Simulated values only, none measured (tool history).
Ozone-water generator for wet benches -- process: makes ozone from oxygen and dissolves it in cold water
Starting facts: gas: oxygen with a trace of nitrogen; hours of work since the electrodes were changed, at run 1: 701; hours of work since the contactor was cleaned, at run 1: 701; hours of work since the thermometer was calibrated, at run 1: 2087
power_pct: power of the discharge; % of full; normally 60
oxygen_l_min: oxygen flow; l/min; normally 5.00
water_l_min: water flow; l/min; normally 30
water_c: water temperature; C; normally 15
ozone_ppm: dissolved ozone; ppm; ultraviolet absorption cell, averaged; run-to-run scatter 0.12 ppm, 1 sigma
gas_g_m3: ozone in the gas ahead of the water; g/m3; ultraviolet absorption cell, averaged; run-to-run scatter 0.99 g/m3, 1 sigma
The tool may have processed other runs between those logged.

run,hour,power_pct,oxygen_l_min,water_l_min,water_c,hours of work since the electrodes were changed,hours of work since the contactor was cleaned,hours of work since the thermometer was calibrated,ozone_ppm,gas_g_m3
1,0.0,60,5.00,30,15,701,701,2087,11.0,169.8
2,38.4,60,5.00,30,15,737,737,2123,10.9,167.6
3,84.6,60,4.47,30,15,781,781,2167,11.1,181.2
4,144.4,60,4.78,30,15,838,838,2224,10.9,172.9
5,196.1,60,4.78,30,15,887,887,2273,11.1,172.1
6,224.7,60,4.78,30,15,914,914,2300,10.7,172.4
7,251.5,60,4.78,30,15,940,940,2325,10.7,173.9
8,310.0,60,4.78,30,15,995,995,2381,11.1,172.9
9,355.5,60,4.78,30,15,1038,1038,2424,10.9,172.6
10,380.8,46,4.78,30,15,1062,1062,2448,9.3,147.4
11,427.5,46,4.78,41,15,1107,1107,2492,7.0,146.1
12,483.8,46,4.78,41,15,1160,1160,2546,6.9,145.9
13,537.4,46,4.78,41,15,1211,1211,2597,6.9,146.8
14,582.7,60,5.00,30,15,1254,1254,2640,11.0,167.4
15,641.7,60,5.00,30,15,1310,1310,2696,10.8,166.3
16,692.0,69,5.00,30,15,1358,1358,2743,11.9,181.9
17,729.5,69,5.00,30,15,1393,1393,2779,11.6,180.2
18,782.0,60,7.50,48,12,1443,1443,2829,7.3,126.5
19,829.6,60,7.50,48,12,1488,1488,2874,7.2,127.0
20,871.1,60,5.00,19,13,1528,1528,2913,16.0,167.7
21,917.7,60,5.00,19,13,1572,1572,2958,16.0,165.8
22,955.3,60,5.00,19,13,1608,1608,2993,16.1,167.7
23,981.7,60,6.63,26,13,1633,1633,3018,12.4,137.1
24,1010.9,71,3.60,34,9,1660,1660,3046,11.0,230.4
25,1062.8,71,3.60,34,9,1710,1710,3095,10.8,230.7
26,1111.1,71,3.60,34,9,1756,1756,3141,10.7,231.1
27,1151.3,71,6.86,34,11,1794,1794,3179,11.3,147.9
28,1199.3,56,8.02,43,14,1839,1839,3225,7.4,117.9
29,1259.2,89,6.95,33,8,1896,1896,3282,13.3,168.7
30,1289.1,47,5.91,22,18,1925,1925,3310,11.3,126.9
31,1343.8,43,5.00,39,16,1976,1976,3362,6.6,136.1
32,1373.4,43,5.00,39,16,2004,2004,3390,6.9,137.2
33,1433.9,43,5.00,39,16,2062,2062,3448,6.7,133.5
34,1490.2,45,5.00,30,8,2115,2115,3501,9.6,139.4

Measured minus without-hidden-state, run by run (identical run-to-run variation in each term; gauge scatter may differ):
The hidden state here: yield of the discharge, % of new electrodes'; contactor's efficiency, % of a clean one's; true water temperature over the reading, C; drift of the gauge itself on ozone_ppm, %; drift of the gauge itself on gas_g_m3, %.
run,ozone_ppm,gas_g_m3
1,-0.2,-2.4
2,-0.3,-2.4
3,-0.3,-2.7
4,-0.2,-2.6
5,-0.3,-2.8
6,-0.3,-2.8
7,-0.3,-2.9
8,-0.3,-3.0
9,-0.3,-3.1
10,-0.2,-2.2
11,-0.2,-2.3
12,-0.2,-2.3
13,-0.2,-2.4
14,-0.4,-3.5
15,-0.4,-3.6
16,-0.4,-4.3
17,-0.5,-4.4
18,-0.3,-2.9
19,-0.3,-3.0
20,-0.7,-4.1
21,-0.7,-4.1
22,-0.7,-4.2
23,-0.6,-3.4
24,-0.5,-6.6
25,-0.5,-6.8
26,-0.6,-6.9
27,-0.6,-4.5
28,-0.4,-3.1
29,-0.8,-6.1
30,-0.5,-3.1
31,-0.4,-3.1
32,-0.3,-3.1
33,-0.3,-3.2
34,-0.4,-3.5
